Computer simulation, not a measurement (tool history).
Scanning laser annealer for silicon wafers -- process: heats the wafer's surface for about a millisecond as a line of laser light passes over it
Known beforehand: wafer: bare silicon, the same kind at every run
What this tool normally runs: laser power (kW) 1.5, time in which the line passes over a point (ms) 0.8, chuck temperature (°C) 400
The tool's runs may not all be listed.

run,hour,laser power (kW),time in which the line passes over a point (ms),chuck temperature (°C),highest temperature of the surface (°C)
1,0,1.5,0.8,400,1110
2,31.7,1.5,0.8,400,1113
3,79.6,1.5,0.8,400,1110
4,122.4,1.5,0.735,400,1079
5,143.6,1.5,0.735,400,1077
6,167.7,1.5,0.8,400,1111
7,210.8,1.5,0.8,400,1112
8,234.6,1.5,0.8,400,1110
9,281.8,1.5,0.8,400,1114
10,330.7,1.5,0.8,378,1088
11,371,1.5,0.8,400,1113
12,402.6,1.5,0.8,400,1113
13,445.5,1.5,0.8,399,1109
# hour 458.6: optics aligned, line set to its width
14,490.6,1.5,0.8,399,1111
15,513.4,1.5,0.8,399,1110
16,538.5,1.62,0.824,370,1152
17,577.8,1.36,0.824,388,1042
18,618.9,1.579,0.6,433,1071
19,643.8,1.577,0.8,381,1132
20,692.1,1.433,0.765,413,1074
21,715,1.647,0.743,415,1167
22,742.1,1.647,0.852,406,1212
23,781.7,1.647,0.852,406,1218
24,805.4,1.647,0.852,406,1214
25,839.1,1.461,0.972,409,1181
26,863.8,1.461,0.972,409,1181
27,888.2,1.529,0.8,413,1140
28,916.6,1.574,0.8,414,1160

Here are 3 independent what-if runs from the current tool condition. What would each one return?
A,945.1,1.574,0.8,380,?
B,945.1,1.386,0.663,389,?
C,945.1,1.388,0.674,385,?

run,highest temperature of the surface (°C)
A,1132
B,980
C,982
The same runs, with their run-to-run variation unchanged, on a tool lacking any hidden condition would have given:
run,highest temperature of the surface (°C)
A,1133
B,981
C,982
